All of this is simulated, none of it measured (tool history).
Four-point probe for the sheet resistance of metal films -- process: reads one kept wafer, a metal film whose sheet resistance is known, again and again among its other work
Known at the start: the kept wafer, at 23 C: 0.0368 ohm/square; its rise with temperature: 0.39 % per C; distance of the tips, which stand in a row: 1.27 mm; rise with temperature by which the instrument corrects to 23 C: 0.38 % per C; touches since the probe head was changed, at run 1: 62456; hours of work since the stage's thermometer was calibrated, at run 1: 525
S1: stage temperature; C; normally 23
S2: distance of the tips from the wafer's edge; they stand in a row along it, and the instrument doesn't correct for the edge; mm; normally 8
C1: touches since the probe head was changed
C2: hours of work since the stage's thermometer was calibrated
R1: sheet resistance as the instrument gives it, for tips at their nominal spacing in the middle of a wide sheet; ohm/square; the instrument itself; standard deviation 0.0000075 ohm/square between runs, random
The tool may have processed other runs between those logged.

run,hour,S1,S2,C1,C2,R1
1,0.0,23,8,62456,525,0.037298
2,78.0,23,8,65439,574,0.037308
3,145.6,23,8,68022,616,0.037297
4,235.9,23,8,71477,672,0.037306
5,301.0,31,8,73963,713,0.037316
6,354.3,31,8,76003,747,0.037310
7,409.2,20,8,78100,781,0.037296
8,506.8,23,8,81831,842,0.037299
9,573.4,19,8,84380,884,0.037285
10,636.8,19,8,86804,924,0.037279
11,708.8,34,8,89556,969,0.037308
12,758.3,34,8,91449,1000,0.037312
13,819.9,22,8,93806,1038,0.037297
14,889.4,22,8,96460,1082,0.037295
15,987.6,22,4,100218,1144,0.038703
16,1046.8,22,4,102482,1181,0.038696
17,1102.4,22,55,104607,1216,0.036808
18,1205.1,22,55,108534,1280,0.036822
19,1299.9,22,55,112159,1339,0.036811
20,1350.9,22,55,114108,1371,0.036809
21,1460.0,22,55,118279,1440,0.036814
22,1543.5,22,41,121472,1492,0.036825
23,1606.1,22,46,123865,1531,0.036819
24,1672.4,19,73,126402,1573,0.036799
25,1729.4,24,6,128579,1608,0.037671
26,1789.5,30,7,130877,1646,0.037457
27,1875.6,30,7,134170,1700,0.037462
28,1946.5,34,33,136880,1745,0.036855
29,1992.8,34,33,138650,1774,0.036861
30,2043.1,34,33,140573,1805,0.036844
31,2147.7,34,33,144573,1871,0.036855
32,2258.9,26,6,148824,1940,0.037679
33,2353.7,26,6,152450,2000,0.037685
34,2457.1,23,6,156405,2065,0.037668
35,2536.8,23,22,159451,2115,0.036865
36,2582.5,33,52,161199,2143,0.036830
# hour 2592.4: stage's thermometer calibrated
37,2672.6,33,52,164623,50,0.036833
38,2737.9,33,52,167122,91,0.036821
39,2817.7,23,3,170173,141,0.040015
40,2918.0,29,4,174007,204,0.038705
41,2970.1,29,4,175998,237,0.038706
42,3052.0,29,4,179132,288,0.038701
43,3142.6,29,4,182594,345,0.038697
44,3211.6,23,14,185233,388,0.036966
45,3282.3,23,14,187937,432,0.036966

Hidden condition of the tool, last listed run before each entry between runs versus first listed run after:
Between runs 36 and 37: stage's thermometer calibrated (hour 2592.4)
  wafer's true temperature over the reading, C: 0.01 -> 0

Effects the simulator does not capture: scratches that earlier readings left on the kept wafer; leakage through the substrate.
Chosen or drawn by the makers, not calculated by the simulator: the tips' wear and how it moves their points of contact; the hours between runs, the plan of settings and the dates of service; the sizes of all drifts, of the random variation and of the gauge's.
